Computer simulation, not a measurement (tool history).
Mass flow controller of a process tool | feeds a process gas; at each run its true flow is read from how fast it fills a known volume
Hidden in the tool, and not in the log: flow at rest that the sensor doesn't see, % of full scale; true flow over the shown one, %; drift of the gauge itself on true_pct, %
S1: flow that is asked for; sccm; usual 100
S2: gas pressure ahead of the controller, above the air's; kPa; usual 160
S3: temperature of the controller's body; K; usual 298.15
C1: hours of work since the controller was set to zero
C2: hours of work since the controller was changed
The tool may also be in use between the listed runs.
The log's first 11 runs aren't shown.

{"run": 12, "hour": 3241.9, "S1": 100, "S2": 160, "S3": 298.15, "C1": 2725, "C2": 2725, "true flow (%)": 99.37}
{"run": 13, "hour": 3413.6, "S1": 100, "S2": 160, "S3": 298.15, "C1": 2812, "C2": 2812, "true flow (%)": 99.32}
{"run": 14, "hour": 3647.0, "S1": 100, "S2": 160, "S3": 298.15, "C1": 2929, "C2": 2929, "true flow (%)": 99.41}
{"run": 15, "hour": 3937.2, "S1": 100, "S2": 160, "S3": 298.15, "C1": 3075, "C2": 3075, "true flow (%)": 99.57}
{"run": 16, "hour": 4108.4, "S1": 67, "S2": 222, "S3": 298.15, "C1": 3161, "C2": 3161, "true flow (%)": 98.73}
{"run": 17, "hour": 4384.6, "S1": 177, "S2": 265, "S3": 305.15, "C1": 3300, "C2": 3300, "true flow (%)": 99.76}
{"run": 18, "hour": 4585.5, "S1": 180, "S2": 165, "S3": 299.15, "C1": 3402, "C2": 3402, "true flow (%)": 100.95}
{"run": 19, "hour": 4869.2, "S1": 32, "S2": 155, "S3": 298.15, "C1": 3544, "C2": 3544, "true flow (%)": 98.58}
{"run": 20, "hour": 5046.3, "S1": 32, "S2": 155, "S3": 298.15, "C1": 3633, "C2": 3633, "true flow (%)": 98.76}
{"run": 21, "hour": 5211.2, "S1": 32, "S2": 155, "S3": 298.15, "C1": 3716, "C2": 3716, "true flow (%)": 98.77}
{"run": 22, "hour": 5508.0, "S1": 100, "S2": 160, "S3": 303.15, "C1": 3866, "C2": 3866, "true flow (%)": 99.44}
{"run": 23, "hour": 5838.6, "S1": 100, "S2": 160, "S3": 303.15, "C1": 4032, "C2": 4032, "true flow (%)": 99.52}
{"run": 24, "hour": 6210.5, "S1": 26, "S2": 271, "S3": 293.15, "C1": 4219, "C2": 4219, "true flow (%)": 98.6}
{"run": 25, "hour": 6457.9, "S1": 80, "S2": 160, "S3": 304.15, "C1": 4344, "C2": 4344, "true flow (%)": 99.12}
{"run": 26, "hour": 6722.8, "S1": 80, "S2": 160, "S3": 304.15, "C1": 4477, "C2": 4477, "true flow (%)": 99.31}
{"run": 27, "hour": 7041.3, "S1": 80, "S2": 160, "S3": 304.15, "C1": 4637, "C2": 4637, "true flow (%)": 99.28}
{"run": 28, "hour": 7372.9, "S1": 25, "S2": 244, "S3": 300.15, "C1": 4804, "C2": 4804, "true flow (%)": 98.31}
{"run": 29, "hour": 7687.0, "S1": 25, "S2": 244, "S3": 300.15, "C1": 4962, "C2": 4962, "true flow (%)": 98.4}
{"run": 30, "hour": 8020.8, "S1": 25, "S2": 244, "S3": 300.15, "C1": 5130, "C2": 5130, "true flow (%)": 98.58}

4 ways to go on from here, each from the tool as it stands after run 30. What would each give?
{"run": "A", "hour": 8281.8, "S1": 103, "S2": 231, "S3": 297.15, "C1": 5261, "C2": 5261, "true flow (%)": "?"}
{"run": "B", "hour": 8281.8, "S1": 108, "S2": 256, "S3": 311.15, "C1": 5261, "C2": 5261, "true flow (%)": "?"}
{"run": "C", "hour": 8281.8, "S1": 25, "S2": 244, "S3": 296.15, "C1": 5261, "C2": 5261, "true flow (%)": "?"}
{"run": "D", "hour": 8281.8, "S1": 105, "S2": 182, "S3": 298.15, "C1": 5261, "C2": 5261, "true flow (%)": "?"}

run=A true_flow_(%)=100.29
run=B true_flow_(%)=98.96
run=C true_flow_(%)=98.88
run=D true_flow_(%)=100.49
Without the tool's hidden state the same runs would have given:
run=A true_flow_(%)=98.33
run=B true_flow_(%)=97.02
run=C true_flow_(%)=96.99
run=D true_flow_(%)=98.52

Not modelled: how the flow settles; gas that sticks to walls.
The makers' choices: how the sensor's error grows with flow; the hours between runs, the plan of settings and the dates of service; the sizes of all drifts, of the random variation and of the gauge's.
